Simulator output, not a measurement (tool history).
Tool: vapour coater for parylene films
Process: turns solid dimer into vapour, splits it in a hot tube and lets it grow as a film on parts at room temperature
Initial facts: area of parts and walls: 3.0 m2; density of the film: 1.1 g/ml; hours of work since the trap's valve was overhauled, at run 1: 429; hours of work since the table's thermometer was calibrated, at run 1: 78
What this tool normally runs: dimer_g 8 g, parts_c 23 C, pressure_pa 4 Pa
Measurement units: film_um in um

| run | hour | dimer_g | parts_c | pressure_pa | hours of work since the trap's valve was overhauled | hours of work since the table's thermometer was calibrated | film_um |
|---|---|---|---|---|---|---|---|
| 1 | 0 | 8 | 23 | 4 | 429 | 78 | 1.42 |
| 2 | 28 | 8 | 23 | 4 | 442 | 90 | 1.42 |
| 3 | 55.3 | 8 | 23 | 4 | 454 | 102 | 1.43 |
| 4 | 109.9 | 8 | 23 | 4 | 477 | 126 | 1.38 |
| 5 | 164.1 | 8 | 23 | 4 | 501 | 150 | 1.39 |
| 6 | 203 | 8 | 23 | 4 | 518 | 167 | 1.38 |
| 7 | 244.7 | 8 | 23 | 4 | 536 | 185 | 1.38 |
|  | 279.4 | trap's valve overhauled |
| 8 | 300.5 | 8 | 23 | 4 | 9 | 208 | 1.51 |
|  | 306.1 | table's thermometer calibrated |
| 9 | 353 | 8 | 23 | 4 | 32 | 21 | 1.52 |
| 10 | 407.8 | 8 | 23 | 4 | 56 | 44 | 1.5 |
| 11 | 432.1 | 8 | 23 | 2.36 | 66 | 55 | 1.59 |
| 12 | 461.2 | 13 | 23 | 4 | 79 | 68 | 2.41 |
| 13 | 513 | 13 | 23 | 4 | 102 | 90 | 2.4 |
|  | 570.5 | table's thermometer calibrated, once more |
| 14 | 570.5 | 12 | 23 | 11.94 | 126 | 0 | 1.98 |
| 15 | 628.9 | 8 | 23 | 3.4 | 152 | 26 | 1.51 |
| 16 | 681.6 | 4 | 19 | 2.51 | 175 | 49 | 0.98 |
| 17 | 722.8 | 4 | 19 | 2.51 | 193 | 67 | 0.96 |
| 18 | 761.4 | 13 | 29 | 4.37 | 210 | 83 | 1.78 |
| 19 | 802.9 | 13 | 29 | 4.37 | 228 | 102 | 1.76 |
| 20 | 834.5 | 13 | 29 | 4.37 | 242 | 115 | 1.77 |
| 21 | 869 | 12 | 33 | 4.37 | 257 | 130 | 1.35 |
| 22 | 900.1 | 4 | 23 | 8.11 | 271 | 144 | 0.67 |
| 23 | 935.5 | 4 | 23 | 8.11 | 286 | 160 | 0.66 |
| 24 | 967.6 | 13 | 23 | 2.23 | 300 | 174 | 2.48 |

Consider 3 possible next runs. They are alternatives, not a sequence: every one starts from the tool as it was left by run 24. What does each give?
| A | 1003 | 4 | 24 | 2.44 | 316 | 189 | ? |
| B | 1003 | 9 | 24 | 4 | 316 | 189 | ? |
| C | 1003 | 10 | 31 | 5.58 | 316 | 189 | ? |

| run | film_um |
|---|---|
| A | 0.75 |
| B | 1.53 |
| C | 1.18 |
Take away the tool's hidden state, keep each run's random variation, and the runs would have read:
| run | film_um |
|---|---|
| A | 0.79 |
| B | 1.63 |
| C | 1.25 |
